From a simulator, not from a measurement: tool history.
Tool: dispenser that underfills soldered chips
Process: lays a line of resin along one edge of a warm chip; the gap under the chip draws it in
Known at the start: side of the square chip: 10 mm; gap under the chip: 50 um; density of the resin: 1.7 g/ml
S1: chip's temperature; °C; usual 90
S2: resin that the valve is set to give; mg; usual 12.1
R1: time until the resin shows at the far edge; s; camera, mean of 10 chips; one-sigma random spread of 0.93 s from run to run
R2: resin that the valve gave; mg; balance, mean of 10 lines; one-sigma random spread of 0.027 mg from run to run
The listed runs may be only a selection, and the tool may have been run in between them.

run 1 day=0 | S1=90 S2=12.1 | R1=141.8 R2=11.93
-- day=0.05 new syringe of resin
run 2 day=0.133 | S1=90 S2=12.1 | R1=96.6 R2=11.92
run 3 day=0.267 | S1=90 S2=12.1 | R1=108.1 R2=11.92
run 4 day=0.462 | S1=90 S2=12.1 | R1=130.4 R2=11.89
-- day=0.6 new syringe of resin
run 5 day=0.696 | S1=90 S2=12.1 | R1=101 R2=11.84
run 6 day=0.825 | S1=90 S2=11.5 | R1=113 R2=11.29
run 7 day=1.025 | S1=103 S2=12.5 | R1=75.2 R2=12.2
run 8 day=1.121 | S1=103 S2=12.5 | R1=80.9 R2=12.16
-- day=1.154 new syringe of resin
-- day=1.238 dispensing valve cleaned and set on the balance
run 9 day=1.275 | S1=81 S2=12.7 | R1=146.2 R2=12.76
run 10 day=1.375 | S1=85 S2=11.3 | R1=136.8 R2=11.24

Predict each of these 4 candidate next runs independently; none follows another, all start after run 10:
run A day=1.521 | S1=91 S2=13.2 | R1=? R2=?
run B day=1.521 | S1=90 S2=12.8 | R1=? R2=?
run C day=1.521 | S1=96 S2=10.9 | R1=? R2=?
run D day=1.521 | S1=100 S2=13.7 | R1=? R2=?

run=A R1=110.9 R2=13.18
run=B R1=117.4 R2=12.76
run=C R1=95.3 R2=10.91
run=D R1=75 R2=13.66
Without the tool's unlogged condition, the same runs would have read:
run=A R1=81 R2=13.2
run=B R1=85.8 R2=12.77
run=C R1=69.6 R2=10.92
run=D R1=54.9 R2=13.68
